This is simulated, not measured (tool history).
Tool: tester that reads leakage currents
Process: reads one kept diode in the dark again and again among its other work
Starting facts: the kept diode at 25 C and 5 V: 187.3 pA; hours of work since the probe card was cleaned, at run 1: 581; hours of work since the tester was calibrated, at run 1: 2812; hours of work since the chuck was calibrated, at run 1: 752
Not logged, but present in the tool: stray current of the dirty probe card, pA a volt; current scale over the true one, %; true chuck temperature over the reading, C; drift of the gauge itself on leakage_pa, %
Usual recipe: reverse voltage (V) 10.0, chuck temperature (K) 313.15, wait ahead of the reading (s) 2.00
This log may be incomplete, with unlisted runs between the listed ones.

run,hour,reverse voltage (V),chuck temperature (K),wait ahead of the reading (s),hours of work since the probe card was cleaned,hours of work since the tester was calibrated,hours of work since the chuck was calibrated,current that the tester gives (pA)
1,0.0,10.0,313.15,2.00,581,2812,752,1007.67
2,133.7,10.0,313.15,0.54,675,2907,846,1021.82
3,263.0,10.0,332.15,2.00,767,2998,938,4282.92
4,385.1,4.0,332.15,2.00,853,3084,1024,2483.14
5,546.4,4.0,332.15,2.00,967,3198,1138,2503.65
6,710.0,4.0,302.15,2.00,1083,3314,1254,232.76
7,843.1,4.0,302.15,2.00,1177,3408,1348,233.78
8,938.3,4.0,302.15,2.00,1244,3475,1415,233.81
9,1068.5,4.0,302.15,2.00,1336,3567,1507,233.01
# hour 1143.0: tester calibrated
10,1189.1,10.0,313.15,1.49,1420,33,1591,1011.78
11,1356.0,10.0,313.15,1.49,1538,151,1709,1011.00
12,1515.2,10.0,313.15,0.36,1650,263,1822,1016.77
# hour 1540.0: chuck's temperature calibrated
13,1652.7,10.0,313.15,0.36,1746,359,80,1022.25
14,1768.7,10.0,313.15,0.36,1828,441,162,1019.12
15,1948.7,10.0,313.15,0.36,1955,568,289,1021.00
16,2085.8,10.0,313.15,0.36,2052,665,386,1022.40
17,2218.1,3.3,324.15,3.14,2146,759,479,1227.03
18,2402.1,2.3,311.15,2.15,2276,889,609,357.58
19,2542.4,2.3,311.15,2.15,2375,988,709,358.09
20,2631.0,2.3,311.15,2.15,2438,1050,771,356.18
21,2781.3,10.0,313.15,0.53,2544,1157,877,1015.53
22,2926.9,4.3,298.15,0.45,2647,1260,980,174.84
23,3085.9,4.3,298.15,0.45,2759,1372,1093,173.52
24,3253.5,10.0,294.15,2.00,2878,1490,1211,198.55
# hour 3395.9: probe card cleaned and baked
25,3395.9,10.0,294.15,1.34,0,1589,1310,199.69
26,3573.0,18.3,332.15,9.74,125,1714,1435,6188.29
27,3731.4,10.0,313.15,0.89,237,1826,1547,1006.74
28,3846.6,10.0,294.15,2.40,319,1908,1628,198.31
29,3924.5,14.0,319.15,2.00,374,1963,1683,1973.06
30,4034.4,1.8,313.15,2.00,451,2040,1761,362.07
# hour 4138.6: chuck's temperature calibrated
31,4159.1,16.9,314.15,6.91,538,2127,14,1502.97

Forecast each of these 3 alternatives for the next run:
A,4347.9,5.5,304.15,2.85,672,2261,148,?
B,4347.9,5.2,322.15,1.84,672,2261,148,?
C,4347.9,10.0,310.15,5.41,672,2261,148,?

run,current that the tester gives (pA)
A,332.96
B,1386.41
C,794.22
Had the tool no hidden state, the same runs would have come out as:
run,current that the tester gives (pA)
A,333.04
B,1386.71
C,794.41

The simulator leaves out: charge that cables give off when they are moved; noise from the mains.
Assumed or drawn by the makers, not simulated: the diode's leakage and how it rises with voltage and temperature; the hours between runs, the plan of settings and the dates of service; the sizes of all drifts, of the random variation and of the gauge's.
